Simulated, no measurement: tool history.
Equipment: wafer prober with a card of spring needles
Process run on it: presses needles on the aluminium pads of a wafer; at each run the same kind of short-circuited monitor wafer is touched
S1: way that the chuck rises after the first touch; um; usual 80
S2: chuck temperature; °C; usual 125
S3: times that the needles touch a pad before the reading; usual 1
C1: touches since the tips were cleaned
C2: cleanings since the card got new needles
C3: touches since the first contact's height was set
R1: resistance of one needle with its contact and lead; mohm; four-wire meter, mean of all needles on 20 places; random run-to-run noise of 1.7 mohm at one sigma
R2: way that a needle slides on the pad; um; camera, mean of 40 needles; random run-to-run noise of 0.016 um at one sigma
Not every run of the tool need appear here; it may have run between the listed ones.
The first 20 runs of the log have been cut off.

run	hour	S1	S2	S3	C1	C2	C3	R1	R2
# hour 224.9: tips cleaned on abrasive film
21	234.3	80	43	1	2962	19	40040	189	18.85
# hour 244.6: tips cleaned on abrasive film
22	246.5	80	120	1	590	20	43863	177	18.85
23	253.5	80	120	1	2781	20	46054	199	18.83
# hour 263.3: tips cleaned on abrasive film
24	268.7	80	120	1	1701	21	50833	187	18.83
25	280.1	68	31	1	5278	21	54410	229	15.97
# hour 282.3: tips cleaned on abrasive film
26	293.8	60	50	1	3641	22	58710	230	14.09
# hour 301.8: tips cleaned on abrasive film
27	311.0	69	32	2	2910	23	64099	179	16.20
28	320.0	69	55	1	5738	23	66927	229	16.19
# hour 321.4: tips cleaned on abrasive film
29	330.7	86	125	2	2954	24	70269	186	20.22
# hour 340.1: tips cleaned on abrasive film
30	343.4	86	79	2	1048	25	74240	168	20.20
31	354.1	86	79	2	4420	25	77612	183	20.20
# hour 358.8: tips cleaned on abrasive film
32	366.4	80	33	1	2369	26	81433	181	18.76

Branching from run 32: 3 alternative next runs. What would each branch give?
# hour 370.9: height of the first contact set anew
# hour 379.2: tips cleaned on abrasive film
A	381.1	80	33	1	611	27	3178	?	?
# hour 370.9: height of the first contact set anew
# hour 379.2: tips cleaned on abrasive film
B	381.1	80	36	2	611	27	3178	?	?
# hour 370.9: height of the first contact set anew
# hour 379.2: tips cleaned on abrasive film
C	381.1	61	88	2	611	27	3178	?	?

run	R1	R2
A	167	18.96
B	158	18.93
C	178	14.43
Without the tool's hidden state the same runs would have given:
run	R1	R2
A	152	18.98
B	149	18.95
C	165	14.45

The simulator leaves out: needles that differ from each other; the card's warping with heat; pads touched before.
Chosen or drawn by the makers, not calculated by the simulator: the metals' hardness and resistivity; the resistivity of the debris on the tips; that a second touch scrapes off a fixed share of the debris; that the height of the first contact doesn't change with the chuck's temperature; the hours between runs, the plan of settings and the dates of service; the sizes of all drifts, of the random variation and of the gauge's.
